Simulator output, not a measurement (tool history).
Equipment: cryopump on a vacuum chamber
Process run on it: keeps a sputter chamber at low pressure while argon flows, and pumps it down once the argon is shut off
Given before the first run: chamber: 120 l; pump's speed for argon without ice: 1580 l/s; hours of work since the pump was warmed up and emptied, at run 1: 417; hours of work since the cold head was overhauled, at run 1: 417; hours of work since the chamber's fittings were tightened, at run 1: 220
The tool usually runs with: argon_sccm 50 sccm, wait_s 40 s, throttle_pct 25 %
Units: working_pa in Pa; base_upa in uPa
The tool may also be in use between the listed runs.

| run | hour | argon_sccm | wait_s | throttle_pct | hours of work since the pump was warmed up and emptied | hours of work since the cold head was overhauled | hours of work since the chamber's fittings were tightened | working_pa | base_upa |
|---|---|---|---|---|---|---|---|---|---|
| 1 | 0 | 50 | 40 | 25 | 417 | 417 | 220 | 0.2191 | 2.02 |
| 2 | 26.1 | 50 | 36 | 25 | 432 | 432 | 235 | 0.2211 | 2.22 |
| 3 | 69.6 | 50 | 36 | 25 | 456 | 456 | 260 | 0.2226 | 2.25 |
| 4 | 117.9 | 51 | 36 | 25 | 484 | 484 | 287 | 0.2261 | 2.3 |
| 5 | 142.8 | 51 | 36 | 25 | 498 | 498 | 301 | 0.2256 | 2.38 |
| 6 | 196.3 | 51 | 36 | 25 | 528 | 528 | 332 | 0.2264 | 2.32 |
| 7 | 227.7 | 51 | 36 | 25 | 546 | 546 | 349 | 0.2286 | 2.28 |
| 8 | 264.4 | 22 | 40 | 25 | 567 | 567 | 370 | 0.0983 | 2.24 |
| 9 | 295.6 | 22 | 40 | 25 | 584 | 584 | 388 | 0.0981 | 2.28 |
| 10 | 323 | 22 | 40 | 25 | 600 | 600 | 403 | 0.0999 | 2.34 |
| 11 | 364 | 22 | 40 | 25 | 623 | 623 | 427 | 0.0988 | 2.41 |
| 12 | 401.1 | 22 | 40 | 25 | 644 | 644 | 448 | 0.1003 | 2.39 |
| 13 | 442.5 | 50 | 125 | 25 | 668 | 668 | 471 | 0.2256 | 1.43 |
| 14 | 484.3 | 97 | 125 | 25 | 691 | 691 | 495 | 0.4393 | 1.5 |
| 15 | 538.2 | 97 | 125 | 25 | 722 | 722 | 525 | 0.4402 | 1.54 |
| 16 | 563.5 | 97 | 125 | 25 | 736 | 736 | 540 | 0.4406 | 1.61 |
| 17 | 602.4 | 97 | 125 | 15 | 758 | 758 | 562 | 0.7214 | 1.65 |
| 18 | 637.1 | 97 | 125 | 15 | 778 | 778 | 581 | 0.7197 | 1.67 |
| 19 | 666.1 | 97 | 125 | 15 | 794 | 794 | 598 | 0.7207 | 1.71 |
| 20 | 702.3 | 50 | 82 | 25 | 815 | 815 | 618 | 0.2301 | 2.01 |
| 21 | 753.2 | 56 | 76 | 25 | 844 | 844 | 647 | 0.2553 | 2.17 |
| 22 | 784.8 | 29 | 104 | 15 | 862 | 862 | 665 | 0.2163 | 1.94 |
| 23 | 814.6 | 24 | 272 | 22 | 879 | 879 | 682 | 0.1252 | 1.69 |
|  | 868.2 | pump warmed up, emptied and cooled again |
| 24 | 873.7 | 24 | 272 | 22 | 3 | 909 | 713 | 0.1176 | 1.39 |

Predict the results of run 25:
| 25 | 901 | 24 | 272 | 22 | 19 | 925 | 728 | ? | ? |

{"run 25": {"working_pa": 0.1183, "base_upa": 1.44}}
Had the tool carried no hidden state, the very same run would have given working_pa 0.1177 Pa, base_upa 0.43 uPa.
